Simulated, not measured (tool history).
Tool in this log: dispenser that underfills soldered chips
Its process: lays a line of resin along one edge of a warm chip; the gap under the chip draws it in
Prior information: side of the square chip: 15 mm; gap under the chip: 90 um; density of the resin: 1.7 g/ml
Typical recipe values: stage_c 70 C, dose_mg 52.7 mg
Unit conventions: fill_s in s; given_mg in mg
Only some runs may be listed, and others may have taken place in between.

{"run": 1, "hour": 0.0, "stage_c": 70, "dose_mg": 52.7, "fill_s": 130.0, "given_mg": 52.59}
{"hour": 2.1, "done": "new syringe of resin"}
{"run": 2, "hour": 7.9, "stage_c": 70, "dose_mg": 52.7, "fill_s": 107.8, "given_mg": 52.62}
{"hour": 17.3, "done": "new syringe of resin"}
{"run": 3, "hour": 18.7, "stage_c": 70, "dose_mg": 52.7, "fill_s": 95.8, "given_mg": 51.93}
{"run": 4, "hour": 27.4, "stage_c": 70, "dose_mg": 52.7, "fill_s": 120.8, "given_mg": 51.79}
{"hour": 32.7, "done": "new syringe of resin"}
{"run": 5, "hour": 32.9, "stage_c": 70, "dose_mg": 52.7, "fill_s": 94.2, "given_mg": 51.74}
{"run": 6, "hour": 42.8, "stage_c": 70, "dose_mg": 47.7, "fill_s": 127.0, "given_mg": 46.77}
{"hour": 48.0, "done": "new syringe of resin"}
{"run": 7, "hour": 50.9, "stage_c": 70, "dose_mg": 47.7, "fill_s": 102.5, "given_mg": 46.45}
{"run": 8, "hour": 60.5, "stage_c": 70, "dose_mg": 47.7, "fill_s": 131.7, "given_mg": 46.2}
{"hour": 63.1, "done": "new syringe of resin"}
{"run": 9, "hour": 66.5, "stage_c": 63, "dose_mg": 47.7, "fill_s": 145.7, "given_mg": 46.18}
{"run": 10, "hour": 75.2, "stage_c": 63, "dose_mg": 47.7, "fill_s": 180.9, "given_mg": 45.81}
{"hour": 78.5, "done": "new syringe of resin"}
{"run": 11, "hour": 83.9, "stage_c": 63, "dose_mg": 64.3, "fill_s": 145.0, "given_mg": 61.85}
{"run": 12, "hour": 92.7, "stage_c": 63, "dose_mg": 64.3, "fill_s": 178.6, "given_mg": 61.52}
{"hour": 93.7, "done": "new syringe of resin"}
{"run": 13, "hour": 100.0, "stage_c": 63, "dose_mg": 64.3, "fill_s": 148.4, "given_mg": 60.99}
{"hour": 108.9, "done": "new syringe of resin"}
{"run": 14, "hour": 110.3, "stage_c": 70, "dose_mg": 52.7, "fill_s": 99.3, "given_mg": 49.91}
{"run": 15, "hour": 120.0, "stage_c": 70, "dose_mg": 52.7, "fill_s": 126.6, "given_mg": 49.56}
{"hour": 124.3, "done": "new syringe of resin"}
{"run": 16, "hour": 127.5, "stage_c": 70, "dose_mg": 52.7, "fill_s": 103.4, "given_mg": 50.0}
{"run": 17, "hour": 135.2, "stage_c": 70, "dose_mg": 52.7, "fill_s": 124.5, "given_mg": 49.26}
{"hour": 139.3, "done": "new syringe of resin"}
{"run": 18, "hour": 141.5, "stage_c": 70, "dose_mg": 67.1, "fill_s": 96.4, "given_mg": 62.95}
{"run": 19, "hour": 152.1, "stage_c": 83, "dose_mg": 63.0, "fill_s": 73.0, "given_mg": 58.57}
{"hour": 154.6, "done": "new syringe of resin"}
{"hour": 158.7, "done": "dispensing valve cleaned and set on the balance"}
{"run": 20, "hour": 161.4, "stage_c": 62, "dose_mg": 51.0, "fill_s": 152.1, "given_mg": 51.19}
{"run": 21, "hour": 166.8, "stage_c": 60, "dose_mg": 64.1, "fill_s": 189.5, "given_mg": 64.47}
{"hour": 171.2, "done": "new syringe of resin"}
{"run": 22, "hour": 176.9, "stage_c": 77, "dose_mg": 54.4, "fill_s": 79.1, "given_mg": 54.45}
{"run": 23, "hour": 181.9, "stage_c": 61, "dose_mg": 49.6, "fill_s": 184.3, "given_mg": 49.65}
{"hour": 186.4, "done": "new syringe of resin"}
{"run": 24, "hour": 191.7, "stage_c": 61, "dose_mg": 63.4, "fill_s": 155.9, "given_mg": 62.59}
{"run": 25, "hour": 196.7, "stage_c": 70, "dose_mg": 52.8, "fill_s": 119.0, "given_mg": 52.68}
{"hour": 201.4, "done": "new syringe of resin"}
{"run": 26, "hour": 201.4, "stage_c": 70, "dose_mg": 52.8, "fill_s": 91.3, "given_mg": 52.39}
{"run": 27, "hour": 206.5, "stage_c": 73, "dose_mg": 46.9, "fill_s": 93.2, "given_mg": 46.11}
{"run": 28, "hour": 211.3, "stage_c": 73, "dose_mg": 46.9, "fill_s": 104.8, "given_mg": 46.24}

Run 29, settings as shown, results not yet in. Your forecast:
{"hour": 216.4, "done": "new syringe of resin"}
{"run": 29, "hour": 221.0, "stage_c": 73, "dose_mg": 46.9, "fill_s": "?", "given_mg": "?"}

{"run 29": {"fill_s": 92.6, "given_mg": 45.57}}
Without the tool's hidden state the same run would have given fill_s 83.4 s, given_mg 46.62 mg.

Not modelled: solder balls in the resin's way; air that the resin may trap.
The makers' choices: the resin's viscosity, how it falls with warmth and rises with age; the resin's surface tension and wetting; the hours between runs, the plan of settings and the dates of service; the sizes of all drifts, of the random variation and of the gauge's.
